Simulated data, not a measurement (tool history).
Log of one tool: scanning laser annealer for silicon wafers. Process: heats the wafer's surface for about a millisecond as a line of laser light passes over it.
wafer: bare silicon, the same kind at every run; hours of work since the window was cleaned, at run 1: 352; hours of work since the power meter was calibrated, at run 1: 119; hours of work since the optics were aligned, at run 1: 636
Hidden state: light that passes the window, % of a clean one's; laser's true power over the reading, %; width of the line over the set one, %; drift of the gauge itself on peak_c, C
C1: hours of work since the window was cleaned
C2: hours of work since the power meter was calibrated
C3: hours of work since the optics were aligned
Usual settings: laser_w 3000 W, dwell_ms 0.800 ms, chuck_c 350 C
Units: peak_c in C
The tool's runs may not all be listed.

Run 1, hour 0.0: usual settings; C1 352; C2 119; C3 636. Result: peak_c 1104 C.
Run 2, hour 8.5: usual settings; C1 357; C2 124; C3 641. Result: peak_c 1111 C.
Run 3, hour 16.6: usual settings; C1 362; C2 129; C3 647. Result: peak_c 1102 C.
Run 4, hour 23.4: usual settings but laser_w 3202 W; C1 367; C2 134; C3 651. Result: peak_c 1171 C.
Run 5, hour 30.2: usual settings but laser_w 3202 W; C1 371; C2 138; C3 655. Result: peak_c 1170 C.
Run 6, hour 41.4: usual settings but laser_w 3202 W; C1 378; C2 145; C3 662. Result: peak_c 1168 C.
Run 7, hour 53.8: usual settings but laser_w 3202 W; C1 386; C2 153; C3 670. Result: peak_c 1169 C.
Run 8, hour 60.6: usual settings but laser_w 3202 W; C1 391; C2 158; C3 675. Result: peak_c 1167 C.
Run 9, hour 73.9: usual settings but dwell_ms 0.796 ms; C1 399; C2 166; C3 683. Result: peak_c 1103 C.
Run 10, hour 81.4: usual settings but dwell_ms 0.584 ms; C1 404; C2 171; C3 688. Result: peak_c 993 C.
Run 11, hour 91.7: usual settings but dwell_ms 0.584 ms; C1 411; C2 178; C3 695. Result: peak_c 987 C.
Run 12, hour 104.7: usual settings but dwell_ms 0.584 ms; C1 419; C2 186; C3 703. Result: peak_c 992 C.
Run 13, hour 116.3: usual settings but dwell_ms 0.584 ms; C1 427; C2 193; C3 711. Result: peak_c 989 C.
Run 14, hour 122.3: usual settings but dwell_ms 0.584 ms; C1 430; C2 197; C3 715. Result: peak_c 990 C.
At hour 131.1: optics aligned, line set to its width.
Run 15, hour 139.7: usual settings but dwell_ms 0.849 ms; C1 438; C2 205; C3 6. Result: peak_c 1150 C.
Run 16, hour 150.8: usual settings but laser_w 2567 W, dwell_ms 0.988 ms, chuck_c 373 C; C1 446; C2 212; C3 13. Result: peak_c 1077 C.
Run 17, hour 158.0: usual settings but laser_w 2567 W, dwell_ms 0.988 ms, chuck_c 373 C; C1 450; C2 217; C3 17. Result: peak_c 1077 C.
Run 18, hour 171.9: usual settings but laser_w 2567 W, dwell_ms 0.988 ms, chuck_c 373 C; C1 459; C2 226; C3 26. Result: peak_c 1076 C.
Run 19, hour 185.5: usual settings but laser_w 2776 W, dwell_ms 0.988 ms, chuck_c 315 C; C1 468; C2 235; C3 35. Result: peak_c 1093 C.
Run 20, hour 192.5: usual settings but laser_w 2793 W, dwell_ms 0.610 ms, chuck_c 320 C; C1 472; C2 239; C3 40. Result: peak_c 932 C.
Run 21, hour 206.6: usual settings but chuck_c 360 C; C1 481; C2 248; C3 49. Result: peak_c 1130 C.
Run 22, hour 216.5: usual settings but laser_w 2994 W, dwell_ms 0.632 ms, chuck_c 357 C; C1 488; C2 255; C3 55. Result: peak_c 1038 C.
Run 23, hour 229.3: usual settings but laser_w 3227 W, dwell_ms 0.748 ms, chuck_c 326 C; C1 496; C2 263; C3 63. Result: peak_c 1146 C.

4 ways to go on from here, each from the tool as it stands after run 23. What would each give?
Run A, hour 242.3: usual settings but laser_w 3227 W, dwell_ms 0.748 ms, chuck_c 347 C; C1 504; C2 271; C3 72. Result: peak_c ?.
Run B, hour 242.3: usual settings but laser_w 2843 W; C1 504; C2 271; C3 72. Result: peak_c ?.
Run C, hour 242.3: usual settings but dwell_ms 0.606 ms, chuck_c 378 C; C1 504; C2 271; C3 72. Result: peak_c ?.
Run D, hour 242.3: usual settings but laser_w 2633 W, dwell_ms 0.837 ms, chuck_c 343 C; C1 504; C2 271; C3 72. Result: peak_c ?.

run  peak_c
  A    1166
  B    1069
  C    1046
  D    1007
Without the tool's hidden state the same runs would have given:
run  peak_c
  A    1186
  B    1086
  C    1062
  D    1023
